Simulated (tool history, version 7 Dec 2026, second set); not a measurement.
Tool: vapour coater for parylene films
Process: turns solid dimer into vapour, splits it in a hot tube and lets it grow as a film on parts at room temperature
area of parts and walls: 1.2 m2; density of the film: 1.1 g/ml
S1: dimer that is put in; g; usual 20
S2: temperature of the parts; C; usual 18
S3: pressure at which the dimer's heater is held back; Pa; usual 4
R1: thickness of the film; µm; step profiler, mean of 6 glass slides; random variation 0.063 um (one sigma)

run	hour	S1	S2	S3	R1
1	0	20	18	4	6.85
2	31.8	20	18	4	6.7
3	63.2	20	18	4	6.58
4	95.7	20	18	4	6.73
5	125.2	20	18	4	6.61
6	152.9	20	18	4	6.66
7	203.2	20	18	4.32	6.54
8	243.9	20	18	4	6.65
9	284.1	20	18	4	6.53
10	316	20	18	4	6.5
11	351	20	18	4	6.47
12	383	20	18	4	6.44
13	424.5	20	18	5.83	6.05
14	470.3	20	18	5.83	6.07
15	499	20	18	5.83	6.01
# hour 510.5: trap's valve overhauled
16	537.7	20	18	2.06	8.02
17	575.4	20	18	2.06	7.93
18	610.4	20	18	4	7.26
19	639.7	20	18	4	7.31
20	665.8	20	18	4	7.14
21	687.9	20	18	4	7.07
22	717.1	20	18	3.52	7.21
23	765.9	20	17	3.52	7.45
24	800.4	20	17	2.3	7.84
25	842.3	20	17	2.3	7.69
26	888.2	11	10	6.57	4.72
27	912.8	20	18	3.69	7
28	952.6	20	18	3.69	7.1
29	985.3	16	18	6.05	5.18
30	1020.8	29	17	6.3	9.49
31	1051.5	15	17	6.91	4.85
32	1096.7	15	17	6.91	4.88
33	1118.6	33	20	4	10.46
34	1139	33	20	4	10.42
35	1159.4	28	13	2.14	12.4
36	1205.3	28	13	2.14	12
37	1233.5	27	18	3.36	9.11
38	1281.8	14	18	4	4.63
39	1307.5	9	18	4.94	2.84
40	1335.7	20	13	4	7.84
41	1367.9	20	28	4	4.67
42	1388.4	20	28	2.56	4.99
43	1421	32	13	3.56	12.22
44	1465.4	32	13	3.56	12.43
45	1486.1	32	13	3.56	12.46
46	1521	19	18	10.28	5.3
47	1560.3	20	20	4	5.94
48	1608.2	9	16	3.57	3.07

Measured less the same run without the tool's hidden state. The same run-to-run variation is in both; the gauge's scatter may not be:
The hidden state here: vapour lost through the trap's worn valve, %; true temperature of the parts over the reading, C; drift of the gauge itself on film_um, %.
run	R1
1	-0.65
2	-0.67
3	-0.69
4	-0.74
5	-0.76
6	-0.79
7	-0.83
8	-0.87
9	-0.9
10	-0.94
11	-0.96
12	-0.99
13	-0.97
14	-1.03
15	-1.05
16	-0.2
17	-0.24
18	-0.25
19	-0.28
20	-0.29
21	-0.32
22	-0.35
23	-0.41
24	-0.46
25	-0.51
26	-0.34
27	-0.53
28	-0.57
29	-0.45
30	-0.87
31	-0.47
32	-0.5
33	-1.12
34	-1.14
35	-1.4
36	-1.43
37	-1.12
38	-0.61
39	-0.38
40	-1.09
41	-0.67
42	-0.73
43	-1.85
44	-1.97
45	-2
46	-0.88
47	-1.03
48	-0.55
